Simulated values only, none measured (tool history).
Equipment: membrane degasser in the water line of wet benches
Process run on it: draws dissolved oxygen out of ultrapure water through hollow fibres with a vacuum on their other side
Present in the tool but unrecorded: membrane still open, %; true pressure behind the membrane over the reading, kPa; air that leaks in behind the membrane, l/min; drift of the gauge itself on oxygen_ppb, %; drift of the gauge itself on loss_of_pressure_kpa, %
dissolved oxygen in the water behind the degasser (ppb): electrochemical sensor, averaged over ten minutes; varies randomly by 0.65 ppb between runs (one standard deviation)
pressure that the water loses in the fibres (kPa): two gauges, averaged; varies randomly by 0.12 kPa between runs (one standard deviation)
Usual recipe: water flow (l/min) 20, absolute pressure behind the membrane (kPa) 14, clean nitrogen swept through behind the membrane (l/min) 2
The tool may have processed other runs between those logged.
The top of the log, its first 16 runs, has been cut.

run,hour,water flow (l/min),absolute pressure behind the membrane (kPa),clean nitrogen swept through behind the membrane (l/min),hours since the membrane was changed,hours since the vacuum gauge was calibrated,hours since the vacuum lines were made tight,dissolved oxygen in the water behind the degasser (ppb),pressure that the water loses in the fibres (kPa)
17,2934.6,23,15.3,2,4902,1024,1038,319.9,29.75
18,3125.9,23,15.3,2,5094,1215,1230,319.7,29.81
19,3380.8,20,14,1.01,5348,1470,1484,454.8,26.14
20,3630.9,16,14,1.11,5599,1720,1735,346.1,20.84
21,3744.8,16,14,1.11,5712,1834,1848,346.2,21
22,3857,16,14,1.21,5825,1946,1961,320.6,20.74
23,4109.8,18,15.3,2.57,6078,2199,2213,200.7,23.49
24,4357.1,17,27.8,2.26,6325,2446,2461,426.4,22.01
25,4585.5,23,22.2,2.26,6553,2675,2689,441.2,29.43
26,4707.8,19,14,2,6675,2797,2811,238.9,24.6
27,4940.9,21,30.9,1.08,6909,3030,3045,1067.5,27.1
28,5095.5,20,14,3.62,7063,3185,3199,145.4,25.9
29,5236.3,15,14,5.61,7204,3326,3340,71.3,19.42
30,5388.9,15,14,5.61,7357,3478,3493,71.2,19.67
31,5613.7,24,9.2,0.93,7581,3703,3717,328.9,31.25

Forecast each of these 5 alternatives for the next run:
A,5797.6,14,9.2,0.93,7765,3887,3901,?,?
B,5797.6,16,22.7,1.01,7765,3887,3901,?,?
C,5797.6,15,14,2,7765,3887,3901,?,?
D,5797.6,13,26.5,2,7765,3887,3901,?,?
E,5797.6,20,14,2,7765,3887,3901,?,?

run,dissolved oxygen in the water behind the degasser (ppb),pressure that the water loses in the fibres (kPa)
A,204.5,18.18
B,657.9,20.83
C,190.6,19.29
D,352.3,16.68
E,250.5,25.86
Without the tool's hidden state the same runs would have given:
run,dissolved oxygen in the water behind the degasser (ppb),pressure that the water loses in the fibres (kPa)
A,204.2,18.16
B,657.3,20.8
C,190.4,19.26
D,351.8,16.66
E,250.2,25.82
